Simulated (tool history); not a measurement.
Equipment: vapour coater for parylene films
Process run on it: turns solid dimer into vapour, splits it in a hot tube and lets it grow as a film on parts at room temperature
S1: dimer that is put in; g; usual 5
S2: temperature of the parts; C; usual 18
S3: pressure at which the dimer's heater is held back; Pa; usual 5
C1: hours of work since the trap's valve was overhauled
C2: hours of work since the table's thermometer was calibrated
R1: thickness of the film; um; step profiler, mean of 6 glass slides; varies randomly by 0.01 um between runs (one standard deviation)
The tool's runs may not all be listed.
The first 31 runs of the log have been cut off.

{"run": 32, "hour": 1550.0, "S1": 4, "S2": 17, "S3": 2.89, "C1": 196, "C2": 90, "R1": 1.08}
{"run": 33, "hour": 1618.7, "S1": 4, "S2": 18, "S3": 2.89, "C1": 230, "C2": 124, "R1": 1.04}
{"run": 34, "hour": 1656.5, "S1": 6, "S2": 20, "S3": 2.3, "C1": 249, "C2": 142, "R1": 1.48}
{"run": 35, "hour": 1716.1, "S1": 6, "S2": 19, "S3": 3.63, "C1": 278, "C2": 171, "R1": 1.41}
{"run": 36, "hour": 1776.2, "S1": 6, "S2": 13, "S3": 2.31, "C1": 307, "C2": 201, "R1": 1.99}
{"run": 37, "hour": 1841.4, "S1": 5, "S2": 18, "S3": 5.26, "C1": 339, "C2": 233, "R1": 1.17}
{"run": 38, "hour": 1913.5, "S1": 3, "S2": 28, "S3": 3.88, "C1": 375, "C2": 269, "R1": 0.47}
{"run": 39, "hour": 1967.2, "S1": 3, "S2": 23, "S3": 3.88, "C1": 401, "C2": 295, "R1": 0.59}
{"run": 40, "hour": 2035.8, "S1": 2, "S2": 14, "S3": 5.46, "C1": 435, "C2": 329, "R1": 0.52}
{"run": 41, "hour": 2076.9, "S1": 4, "S2": 14, "S3": 5.46, "C1": 455, "C2": 349, "R1": 1.09}
{"run": 42, "hour": 2115.9, "S1": 4, "S2": 14, "S3": 5.46, "C1": 474, "C2": 368, "R1": 1.08}
{"run": 43, "hour": 2169.9, "S1": 4, "S2": 14, "S3": 5.46, "C1": 501, "C2": 395, "R1": 1.07}
{"run": 44, "hour": 2215.8, "S1": 8, "S2": 12, "S3": 5, "C1": 524, "C2": 417, "R1": 2.37}
{"run": 45, "hour": 2278.0, "S1": 3, "S2": 22, "S3": 4.43, "C1": 554, "C2": 448, "R1": 0.62}
{"run": 46, "hour": 2326.1, "S1": 6, "S2": 22, "S3": 2.23, "C1": 578, "C2": 471, "R1": 1.39}

Alternative continuations, all from the tool just after run 46; predict every row:
{"hour": 2358.2, "done": "trap's valve overhauled"}
{"run": "A", "hour": 2400.8, "S1": 3, "S2": 15, "S3": 5.42, "C1": 21, "C2": 506, "R1": "?"}
{"hour": 2358.2, "done": "trap's valve overhauled"}
{"run": "B", "hour": 2400.8, "S1": 3, "S2": 20, "S3": 5.7, "C1": 21, "C2": 506, "R1": "?"}
{"hour": 2358.2, "done": "trap's valve overhauled"}
{"run": "C", "hour": 2400.8, "S1": 5, "S2": 18, "S3": 6.16, "C1": 21, "C2": 506, "R1": "?"}
{"hour": 2358.2, "done": "trap's valve overhauled"}
{"run": "D", "hour": 2400.8, "S1": 6, "S2": 22, "S3": 2.23, "C1": 21, "C2": 506, "R1": "?"}
{"hour": 2358.2, "done": "trap's valve overhauled"}
{"run": "E", "hour": 2400.8, "S1": 4, "S2": 23, "S3": 2.23, "C1": 21, "C2": 506, "R1": "?"}

run=A R1=0.77
run=B R1=0.63
run=C R1=1.12
run=D R1=1.38
run=E R1=0.9
What these runs would have given with no unlogged condition in the tool:
run=A R1=0.77
run=B R1=0.63
run=C R1=1.12
run=D R1=1.38
run=E R1=0.9
